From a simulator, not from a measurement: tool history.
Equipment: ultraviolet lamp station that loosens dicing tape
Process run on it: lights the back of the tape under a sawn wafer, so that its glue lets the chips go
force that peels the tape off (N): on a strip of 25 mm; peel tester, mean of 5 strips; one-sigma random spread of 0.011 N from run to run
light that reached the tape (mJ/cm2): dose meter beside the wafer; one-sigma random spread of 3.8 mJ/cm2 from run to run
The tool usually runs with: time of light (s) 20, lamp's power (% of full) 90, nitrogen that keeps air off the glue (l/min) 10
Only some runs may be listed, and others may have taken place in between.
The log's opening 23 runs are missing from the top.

| run | hour | time of light (s) | lamp's power (% of full) | nitrogen that keeps air off the glue (l/min) | hours of work of the lamp | hours of work since the window was cleaned | force that peels the tape off (N) | light that reached the tape (mJ/cm2) |
|---|---|---|---|---|---|---|---|---|
| 24 | 156.4 | 34 | 63 | 5 | 317 | 401 | 0.598 | 775 |
| 25 | 165.3 | 37 | 100 | 9 | 324 | 408 | 0.216 | 1350 |
| 26 | 174.4 | 26 | 90 | 11 | 331 | 415 | 0.283 | 848 |
| 27 | 180.3 | 20 | 78 | 5 | 336 | 420 | 1.082 | 575 |
| 28 | 186.7 | 19 | 60 | 10 | 341 | 425 | 1.120 | 419 |
| 29 | 194.8 | 20 | 75 | 9 | 348 | 432 | 0.724 | 545 |
| 30 | 204.3 | 18 | 75 | 10 | 355 | 439 | 0.815 | 496 |
| 31 | 210.9 | 14 | 62 | 6 | 361 | 445 | 2.358 | 321 |
| 32 | 216.9 | 20 | 64 | 8 | 365 | 449 | 1.068 | 472 |
| 33 | 221.5 | 19 | 90 | 4 | 369 | 453 | 1.093 | 629 |
| 34 | 226.5 | 39 | 74 | 4 | 373 | 457 | 0.389 | 1062 |
| 35 | 233.2 | 20 | 84 | 12 | 378 | 462 | 0.465 | 620 |
| 36 | 237.3 | 20 | 71 | 10 | 382 | 466 | 0.743 | 530 |
| 37 | 244.6 | 20 | 71 | 10 | 387 | 471 | 0.756 | 528 |
| 38 | 253.8 | 20 | 75 | 5 | 395 | 479 | 1.125 | 555 |
| 39 | 263.0 | 20 | 90 | 4 | 402 | 486 | 0.971 | 673 |
| 40 | 269.4 | 10 | 78 | 13 | 407 | 491 | 1.782 | 290 |
| 41 | 274.3 | 20 | 90 | 4 | 411 | 495 | 0.993 | 673 |
| 42 | 281.5 | 20 | 90 | 4 | 417 | 501 | 0.989 | 668 |
| 43 | 286.2 | 20 | 90 | 4 | 421 | 505 | 1.029 | 678 |

Branching from run 43: 4 alternative next runs. What would each branch give?
| A | 291.4 | 27 | 73 | 10 | 425 | 509 | ? | ? |
| B | 291.4 | 28 | 67 | 6 | 425 | 509 | ? | ? |
| C | 291.4 | 20 | 70 | 5 | 425 | 509 | ? | ? |
| D | 291.4 | 13 | 90 | 7 | 425 | 509 | ? | ? |

| run | force that peels the tape off (N) | light that reached the tape (mJ/cm2) |
|---|---|---|
| A | 0.399 | 736 |
| B | 0.672 | 703 |
| C | 1.320 | 525 |
| D | 1.423 | 443 |
With no hidden state in the tool, these same runs would have given:
| run | force that peels the tape off (N) | light that reached the tape (mJ/cm2) |
|---|---|---|
| A | 0.397 | 706 |
| B | 0.668 | 675 |
| C | 1.312 | 504 |
| D | 1.415 | 425 |
